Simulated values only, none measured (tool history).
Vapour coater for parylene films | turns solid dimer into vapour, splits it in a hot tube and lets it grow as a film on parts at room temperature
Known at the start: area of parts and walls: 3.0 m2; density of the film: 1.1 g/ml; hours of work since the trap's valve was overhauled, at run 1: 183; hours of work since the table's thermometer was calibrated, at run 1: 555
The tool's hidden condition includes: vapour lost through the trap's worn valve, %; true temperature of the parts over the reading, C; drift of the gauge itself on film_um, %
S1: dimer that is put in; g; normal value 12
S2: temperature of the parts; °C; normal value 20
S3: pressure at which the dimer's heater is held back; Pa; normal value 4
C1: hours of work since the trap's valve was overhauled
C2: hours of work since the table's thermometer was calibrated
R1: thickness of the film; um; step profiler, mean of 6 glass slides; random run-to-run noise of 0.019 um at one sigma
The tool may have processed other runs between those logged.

run 1 day=0 | S1=12 S2=20 S3=4 | C1=183 C2=555 | R1=2.13
run 2 day=1.2 | S1=12 S2=20 S3=4 | C1=198 C2=570 | R1=2.11
run 3 day=2.238 | S1=12 S2=20 S3=4 | C1=211 C2=583 | R1=2.12
run 4 day=3.742 | S1=12 S2=20 S3=4 | C1=229 C2=601 | R1=2.08
-- day=4.658 trap's valve overhauled
run 5 day=4.971 | S1=12 S2=20 S3=4 | C1=4 C2=614 | R1=1.9
run 6 day=5.879 | S1=12 S2=20 S3=4 | C1=15 C2=625 | R1=1.92
run 7 day=7.35 | S1=12 S2=20 S3=4 | C1=33 C2=644 | R1=1.92
run 8 day=9.133 | S1=12 S2=20 S3=4 | C1=55 C2=665 | R1=1.9
-- day=10.896 trap's valve overhauled, once more
run 9 day=11.271 | S1=16 S2=20 S3=4 | C1=5 C2=690 | R1=3.1
run 10 day=13.379 | S1=16 S2=20 S3=4 | C1=30 C2=716 | R1=3.11
run 11 day=14.846 | S1=16 S2=20 S3=4 | C1=48 C2=734 | R1=3.05
run 12 day=16 | S1=12 S2=20 S3=4 | C1=63 C2=748 | R1=2.27
run 13 day=17.196 | S1=7 S2=20 S3=4 | C1=77 C2=762 | R1=1.33
run 14 day=18.962 | S1=12 S2=20 S3=4 | C1=99 C2=784 | R1=2.23
run 15 day=20.179 | S1=12 S2=20 S3=4 | C1=114 C2=799 | R1=2.27
run 16 day=22.112 | S1=12 S2=20 S3=4 | C1=138 C2=823 | R1=2.21
run 17 day=23.888 | S1=12 S2=20 S3=4 | C1=160 C2=845 | R1=2.19
run 18 day=25.046 | S1=12 S2=20 S3=4 | C1=174 C2=859 | R1=2.15
run 19 day=26.229 | S1=12 S2=20 S3=4 | C1=188 C2=873 | R1=2.18
run 20 day=28.146 | S1=12 S2=20 S3=4 | C1=212 C2=897 | R1=2.14
run 21 day=29.329 | S1=12 S2=20 S3=4 | C1=226 C2=911 | R1=2.09
-- day=30.567 trap's valve overhauled
run 22 day=31.592 | S1=12 S2=20 S3=4 | C1=13 C2=937 | R1=2.36
run 23 day=33.483 | S1=12 S2=20 S3=4 | C1=36 C2=960 | R1=2.34
run 24 day=35.246 | S1=12 S2=20 S3=4 | C1=58 C2=982 | R1=2.31
run 25 day=37.233 | S1=11 S2=20 S3=4 | C1=82 C2=1006 | R1=2.11
run 26 day=38.446 | S1=21 S2=28 S3=10.12 | C1=97 C2=1021 | R1=2.62
run 27 day=40.288 | S1=21 S2=28 S3=10.12 | C1=119 C2=1044 | R1=2.6
run 28 day=42.404 | S1=21 S2=28 S3=10.12 | C1=145 C2=1070 | R1=2.57
run 29 day=43.725 | S1=17 S2=20 S3=5.09 | C1=162 C2=1086 | R1=3.1
run 30 day=45.183 | S1=12 S2=32 S3=6.83 | C1=180 C2=1104 | R1=1.19
run 31 day=46.858 | S1=11 S2=20 S3=4 | C1=200 C2=1125 | R1=1.98
run 32 day=48.079 | S1=21 S2=18 S3=4.24 | C1=215 C2=1140 | R1=4.16
run 33 day=49.221 | S1=13 S2=16 S3=4.47 | C1=229 C2=1154 | R1=2.78
-- day=50.183 trap's valve overhauled
run 34 day=51.192 | S1=18 S2=16 S3=2.2 | C1=12 C2=1176 | R1=4.43
run 35 day=52.471 | S1=18 S2=16 S3=2.2 | C1=28 C2=1192 | R1=4.41
run 36 day=54.629 | S1=10 S2=31 S3=6.86 | C1=55 C2=1218 | R1=1.11
run 37 day=56.467 | S1=10 S2=19 S3=6.86 | C1=77 C2=1241 | R1=1.93
run 38 day=57.625 | S1=16 S2=28 S3=4 | C1=91 C2=1255 | R1=2.08
run 39 day=59.408 | S1=16 S2=28 S3=4 | C1=113 C2=1277 | R1=2.07
run 40 day=61.054 | S1=12 S2=25 S3=4 | C1=134 C2=1297 | R1=1.7
run 41 day=62.683 | S1=12 S2=25 S3=4 | C1=154 C2=1317 | R1=1.75
run 42 day=63.638 | S1=16 S2=22 S3=4 | C1=165 C2=1329 | R1=2.68
run 43 day=64.95 | S1=16 S2=22 S3=4 | C1=181 C2=1345 | R1=2.65
run 44 day=66.512 | S1=12 S2=20 S3=2.8 | C1=201 C2=1364 | R1=2.2
run 45 day=67.75 | S1=12 S2=20 S3=2.8 | C1=216 C2=1379 | R1=2.17
run 46 day=69.225 | S1=12 S2=22 S3=3.23 | C1=234 C2=1397 | R1=1.95
-- day=69.833 trap's valve overhauled
run 47 day=71.321 | S1=12 S2=20 S3=7.04 | C1=18 C2=1421 | R1=2.25

What differs in the tool's unlogged condition from the final listed run ahead of each entry between runs to the first listed run following it?
Runs 4 to 5: trap's valve overhauled (day 4.658)
  vapour lost through the trap's worn valve, %: 10.7 -> 17.9; true temperature of the parts over the reading, C: -0.26 -> -0.27
  what was measured, less what the result would be without the hidden state, R1: -0.23 -> -0.39 um
Runs 8 to 9: trap's valve overhauled, once more (day 10.896)
  vapour lost through the trap's worn valve, %: 20.1 -> 0.9; true temperature of the parts over the reading, C: -0.3 -> -0.32
  what was measured, less what the result would be without the hidden state, R1: -0.44 -> +0.01 um
Runs 21 to 22: trap's valve overhauled (day 30.567)
  vapour lost through the trap's worn valve, %: 10.8 -> 0.7; true temperature of the parts over the reading, C: -0.46 -> -0.47
  what was measured, less what the result would be without the hidden state, R1: -0.2 -> +0.03 um
Runs 33 to 34: trap's valve overhauled (day 50.183)
  vapour lost through the trap's worn valve, %: 10.3 -> 1.2; true temperature of the parts over the reading, C: -0.61 -> -0.63
  what was measured, less what the result would be without the hidden state, R1: -0.23 -> +0.08 um
Runs 46 to 47: trap's valve overhauled (day 69.833)
  vapour lost through the trap's worn valve, %: 11.2 -> 1.4; true temperature of the parts over the reading, C: -0.77 -> -0.78
  what was measured, less what the result would be without the hidden state, R1: -0.17 -> +0.05 um
